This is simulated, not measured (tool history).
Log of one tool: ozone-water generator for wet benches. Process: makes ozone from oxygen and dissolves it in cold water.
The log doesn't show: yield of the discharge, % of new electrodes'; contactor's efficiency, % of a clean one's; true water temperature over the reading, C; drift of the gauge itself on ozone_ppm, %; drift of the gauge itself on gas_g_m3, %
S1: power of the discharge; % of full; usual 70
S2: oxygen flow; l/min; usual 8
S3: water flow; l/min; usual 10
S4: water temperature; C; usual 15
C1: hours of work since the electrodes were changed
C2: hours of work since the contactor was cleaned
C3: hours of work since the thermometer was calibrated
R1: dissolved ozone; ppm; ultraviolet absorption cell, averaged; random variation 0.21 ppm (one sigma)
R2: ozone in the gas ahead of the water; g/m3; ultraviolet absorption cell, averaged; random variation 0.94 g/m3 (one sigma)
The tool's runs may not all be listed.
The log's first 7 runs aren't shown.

run	hour	S1	S2	S3	S4	C1	C2	C3	R1	R2
8	536.9	70	8	10	13	605	1606	2945	30.2	157
# hour 547.2: water thermometer calibrated
9	658.5	70	8	10	13	686	1688	75	30.7	158.4
10	720.2	70	8	15	15	728	1729	117	22.7	158.3
11	817.2	70	8	15	15	793	1795	182	22.4	157.8
12	871.4	70	8	10	15	830	1831	218	28.7	157.5
# hour 888.1: water thermometer calibrated, once more
13	986.1	70	7.11	10	15	907	1908	66	30	167.8
14	1042.6	70	7.11	10	15	945	1946	104	30	168.1
15	1134	70	8	10	9	1007	2008	166	32.9	157.3
16	1188.5	70	8	10	9	1043	2045	202	33.1	156.9
17	1245.9	70	4.8	10	15	1082	2083	241	32.3	212.9
18	1306.9	70	6.4	10	22	1123	2125	282	26.3	177.4
19	1366.1	70	10.48	9	15	1163	2165	322	27.9	133
20	1478.7	70	10.48	9	15	1239	2240	398	27.9	132.8
21	1601	54	13.52	10	15	1321	2323	480	19.7	93.1
22	1656.9	54	13.52	16	15	1359	2360	518	15.6	94
23	1775.2	54	13.52	16	8	1439	2440	598	18.1	94.8
24	1869.2	54	13.52	16	8	1502	2504	661	18.3	94.9
25	1959.3	54	13.52	10	21	1563	2564	722	16.9	93.4
26	2062.7	41	11.3	10	17	1632	2634	792	16.5	85.7
27	2184.4	70	8	10	13	1715	2716	874	29.1	156.7
28	2254.2	98	8.25	7	13	1762	2763	921	44.6	195.1
29	2348.2	98	8.25	7	13	1825	2826	984	44.4	193.6
30	2399.3	89	8	12	10	1859	2861	1019	33.4	182.8
31	2451	89	8	12	10	1894	2896	1053	33.4	183.3
32	2501.5	75	7.87	9	16	1928	2930	1087	31.1	162.3

5 ways to go on from here, each from the tool as it stands after run 32. What would each give?
A	2591.3	97	12.43	9	16	1989	2990	1148	?	?
B	2591.3	45	8	10	15	1989	2990	1148	?	?
C	2591.3	75	5.03	9	16	1989	2990	1148	?	?
D	2591.3	41	4.09	10	15	1989	2990	1148	?	?
E	2591.3	73	7.87	10	19	1989	2990	1148	?	?

run	R1	R2
A	31.1	148.9
B	20.3	112.9
C	34.8	213.4
D	22.3	157.2
E	26.4	160.8
Without the tool's hidden state the same runs would have given:
run	R1	R2
A	33.3	155.3
B	21.4	115.5
C	37	221
D	23.4	160.4
E	28.1	166.4

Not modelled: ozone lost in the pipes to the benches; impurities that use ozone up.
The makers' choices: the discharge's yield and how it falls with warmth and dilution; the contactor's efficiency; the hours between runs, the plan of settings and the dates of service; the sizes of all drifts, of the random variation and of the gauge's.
